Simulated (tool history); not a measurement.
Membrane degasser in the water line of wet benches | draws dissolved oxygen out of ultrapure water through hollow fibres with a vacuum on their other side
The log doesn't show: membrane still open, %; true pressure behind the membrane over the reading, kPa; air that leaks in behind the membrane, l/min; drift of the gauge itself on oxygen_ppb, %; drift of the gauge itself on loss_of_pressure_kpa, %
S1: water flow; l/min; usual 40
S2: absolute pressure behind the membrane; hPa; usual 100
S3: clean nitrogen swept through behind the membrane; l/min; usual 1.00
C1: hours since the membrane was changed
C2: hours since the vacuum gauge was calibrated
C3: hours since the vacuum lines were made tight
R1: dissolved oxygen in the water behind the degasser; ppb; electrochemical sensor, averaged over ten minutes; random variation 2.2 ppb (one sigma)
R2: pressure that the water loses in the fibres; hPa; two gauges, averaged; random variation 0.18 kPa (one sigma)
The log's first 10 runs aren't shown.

Run 11, hour 892.5: usual settings; C1 3177; C2 2521; C3 7966. Result: R1 567.0 ppb, R2 333.9 hPa.
Run 12, hour 1021.3: usual settings but S1 34 l/min; C1 3306; C2 2650; C3 8095. Result: R1 487.9 ppb, R2 283.8 hPa.
Run 13, hour 1153.5: usual settings but S1 34 l/min; C1 3438; C2 2782; C3 8227. Result: R1 490.8 ppb, R2 285.3 hPa.
Run 14, hour 1225.1: usual settings but S1 34 l/min; C1 3510; C2 2853; C3 8299. Result: R1 493.1 ppb, R2 282.9 hPa.
Run 15, hour 1334.3: usual settings but S3 2.19 l/min; C1 3619; C2 2963; C3 8408. Result: R1 318.6 ppb, R2 336.5 hPa.
Run 16, hour 1405.1: usual settings but S3 2.19 l/min; C1 3690; C2 3033; C3 8479. Result: R1 319.9 ppb, R2 332.4 hPa.
Run 17, hour 1482.7: usual settings but S1 44 l/min, S2 82 hPa, S3 1.79 l/min; C1 3767; C2 3111; C3 8556. Result: R1 318.3 ppb, R2 369.0 hPa.
Run 18, hour 1554.5: usual settings but S1 44 l/min, S2 82 hPa, S3 1.79 l/min; C1 3839; C2 3183; C3 8628. Result: R1 316.9 ppb, R2 368.2 hPa.
Run 19, hour 1671.6: usual settings but S2 96 hPa, S3 0.89 l/min; C1 3956; C2 3300; C3 8745. Result: R1 578.8 ppb, R2 335.8 hPa.
Run 20, hour 1750.8: usual settings but S1 61 l/min, S3 0.79 l/min; C1 4035; C2 3379; C3 8824. Result: R1 926.4 ppb, R2 509.4 hPa.
Run 21, hour 1805.0: usual settings but S1 31 l/min, S2 86 hPa, S3 1.74 l/min; C1 4090; C2 3433; C3 8878. Result: R1 241.8 ppb, R2 264.0 hPa.
Run 22, hour 1895.7: usual settings but S1 33 l/min, S2 173 hPa, S3 0.47 l/min; C1 4180; C2 3524; C3 8969. Result: R1 1518.7 ppb, R2 278.8 hPa.
Run 23, hour 1965.9: usual settings but S2 238 hPa, S3 0.47 l/min; C1 4250; C2 3594; C3 9039. Result: R1 2320.9 ppb, R2 336.7 hPa.
Run 24, hour 2019.9: usual settings but S1 33 l/min, S2 238 hPa, S3 0.47 l/min; C1 4304; C2 3648; C3 9093. Result: R1 2078.5 ppb, R2 278.4 hPa.
Run 25, hour 2139.1: usual settings but S1 38 l/min, S2 196 hPa, S3 2.37 l/min; C1 4424; C2 3767; C3 9213. Result: R1 606.4 ppb, R2 322.2 hPa.
At hour 2151.4: seals of the vacuum lines changed.
Run 26, hour 2252.0: usual settings but S1 38 l/min, S2 196 hPa, S3 2.37 l/min; C1 4535; C2 3878; C3 101. Result: R1 601.3 ppb, R2 321.7 hPa.
Run 27, hour 2334.5: usual settings but S1 38 l/min, S2 196 hPa, S3 2.37 l/min; C1 4617; C2 3961; C3 183. Result: R1 605.6 ppb, R2 321.6 hPa.
Run 28, hour 2436.6: usual settings but S1 38 l/min, S2 196 hPa, S3 2.37 l/min; C1 4719; C2 4063; C3 285. Result: R1 604.5 ppb, R2 323.0 hPa.
Run 29, hour 2504.6: usual settings but S1 29 l/min, S2 92 hPa, S3 1.71 l/min; C1 4787; C2 4131; C3 353. Result: R1 251.2 ppb, R2 244.5 hPa.
Run 30, hour 2584.3: usual settings but S1 32 l/min, S2 111 hPa, S3 0.70 l/min; C1 4867; C2 4211; C3 433. Result: R1 701.1 ppb, R2 270.2 hPa.
Run 31, hour 2679.4: usual settings but S1 32 l/min, S2 111 hPa, S3 0.70 l/min; C1 4962; C2 4306; C3 528. Result: R1 696.0 ppb, R2 269.7 hPa.

4 ways to go on from here, each from the tool as it stands after run 31. What would each give?
Run A, hour 2789.0: usual settings but S1 32 l/min, S2 77 hPa, S3 0.57 l/min; C1 5072; C2 4415; C3 638. Result: R1 ?, R2 ?.
Run B, hour 2789.0: usual settings but S1 41 l/min, S2 62 hPa, S3 1.07 l/min; C1 5072; C2 4415; C3 638. Result: R1 ?, R2 ?.
Run C, hour 2789.0: usual settings but S1 60 l/min, S2 218 hPa, S3 1.66 l/min; C1 5072; C2 4415; C3 638. Result: R1 ?, R2 ?.
Run D, hour 2789.0: usual settings but S1 28 l/min, S2 111 hPa, S3 0.70 l/min; C1 5072; C2 4415; C3 638. Result: R1 ?, R2 ?.

run      R1     R2
  A   494.0  271.8
  B   287.6  345.6
  C  1298.7  506.5
  D   629.2  236.9
Without the tool's hidden state the same runs would have given:
run      R1     R2
  A   473.8  264.5
  B   268.7  336.2
  C  1280.1  492.8
  D   614.2  230.5
